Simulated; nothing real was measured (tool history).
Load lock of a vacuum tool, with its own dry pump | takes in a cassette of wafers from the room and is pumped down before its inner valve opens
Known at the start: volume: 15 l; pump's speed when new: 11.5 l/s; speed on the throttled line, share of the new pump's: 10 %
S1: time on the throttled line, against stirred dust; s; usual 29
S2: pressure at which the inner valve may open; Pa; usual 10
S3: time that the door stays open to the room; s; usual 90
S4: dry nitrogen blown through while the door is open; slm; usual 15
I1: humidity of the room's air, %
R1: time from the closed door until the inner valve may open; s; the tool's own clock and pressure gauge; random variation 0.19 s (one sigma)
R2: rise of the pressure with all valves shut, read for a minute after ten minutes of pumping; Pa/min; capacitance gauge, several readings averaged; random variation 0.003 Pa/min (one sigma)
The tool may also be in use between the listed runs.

{"run": 1, "hour": 0.0, "S1": 29, "S2": 10, "S3": 90, "S4": 15, "I1": 44.6, "R1": 39.2, "R2": 0.539}
{"run": 2, "hour": 172.9, "S1": 29, "S2": 10, "S3": 90, "S4": 15, "I1": 45.0, "R1": 39.4, "R2": 0.55}
{"run": 3, "hour": 365.6, "S1": 29, "S2": 10, "S3": 90, "S4": 15, "I1": 42.5, "R1": 39.1, "R2": 0.585}
{"run": 4, "hour": 501.2, "S1": 29, "S2": 10, "S3": 90, "S4": 15, "I1": 51.2, "R1": 39.6, "R2": 0.582}
{"run": 5, "hour": 751.4, "S1": 29, "S2": 10, "S3": 44, "S4": 15, "I1": 43.5, "R1": 39.5, "R2": 0.596}
{"run": 6, "hour": 872.7, "S1": 29, "S2": 10, "S3": 44, "S4": 15, "I1": 42.4, "R1": 39.9, "R2": 0.62}
{"hour": 1009.6, "done": "door's seal changed, seat wiped"}
{"run": 7, "hour": 1057.6, "S1": 29, "S2": 10, "S3": 44, "S4": 15, "I1": 42.2, "R1": 39.2, "R2": 0.033}
{"run": 8, "hour": 1322.7, "S1": 29, "S2": 10, "S3": 44, "S4": 15, "I1": 45.9, "R1": 39.4, "R2": 0.043}
{"run": 9, "hour": 1478.5, "S1": 29, "S2": 10, "S3": 44, "S4": 15, "I1": 45.0, "R1": 39.7, "R2": 0.048}
{"run": 10, "hour": 1640.8, "S1": 16, "S2": 16, "S3": 44, "S4": 15, "I1": 45.3, "R1": 27.5, "R2": 0.048}
{"run": 11, "hour": 1844.6, "S1": 18, "S2": 8, "S3": 159, "S4": 7, "I1": 42.1, "R1": 30.7, "R2": 0.078}
{"run": 12, "hour": 2092.1, "S1": 21, "S2": 10, "S3": 90, "S4": 15, "I1": 42.0, "R1": 33.0, "R2": 0.065}
{"run": 13, "hour": 2244.3, "S1": 29, "S2": 10, "S3": 90, "S4": 10, "I1": 50.0, "R1": 39.9, "R2": 0.083}
{"run": 14, "hour": 2359.3, "S1": 25, "S2": 20, "S3": 48, "S4": 8, "I1": 42.7, "R1": 35.1, "R2": 0.072}
{"run": 15, "hour": 2486.5, "S1": 29, "S2": 9, "S3": 90, "S4": 15, "I1": 46.4, "R1": 40.4, "R2": 0.083}
{"run": 16, "hour": 2668.4, "S1": 34, "S2": 13, "S3": 65, "S4": 25, "I1": 45.4, "R1": 43.9, "R2": 0.078}
{"run": 17, "hour": 2873.9, "S1": 34, "S2": 13, "S3": 65, "S4": 25, "I1": 45.2, "R1": 44.1, "R2": 0.086}

3 ways to go on from here, each from the tool as it stands after run 17. What would each give?
{"run": "A", "hour": 3076.6, "S1": 16, "S2": 8, "S3": 65, "S4": 6, "I1": 44.2, "R1": "?", "R2": "?"}
{"run": "B", "hour": 3076.6, "S1": 29, "S2": 10, "S3": 208, "S4": 15, "I1": 45.9, "R1": "?", "R2": "?"}
{"run": "C", "hour": 3076.6, "S1": 29, "S2": 9, "S3": 83, "S4": 15, "I1": 41.8, "R1": "?", "R2": "?"}

run=A R1=29.1 R2=0.095
run=B R1=39.8 R2=0.124
run=C R1=40.4 R2=0.102
Without the tool's hidden state the same runs would have given:
run=A R1=26.6 R2=0.036
run=B R1=37.8 R2=0.062
run=C R1=38.3 R2=0.040
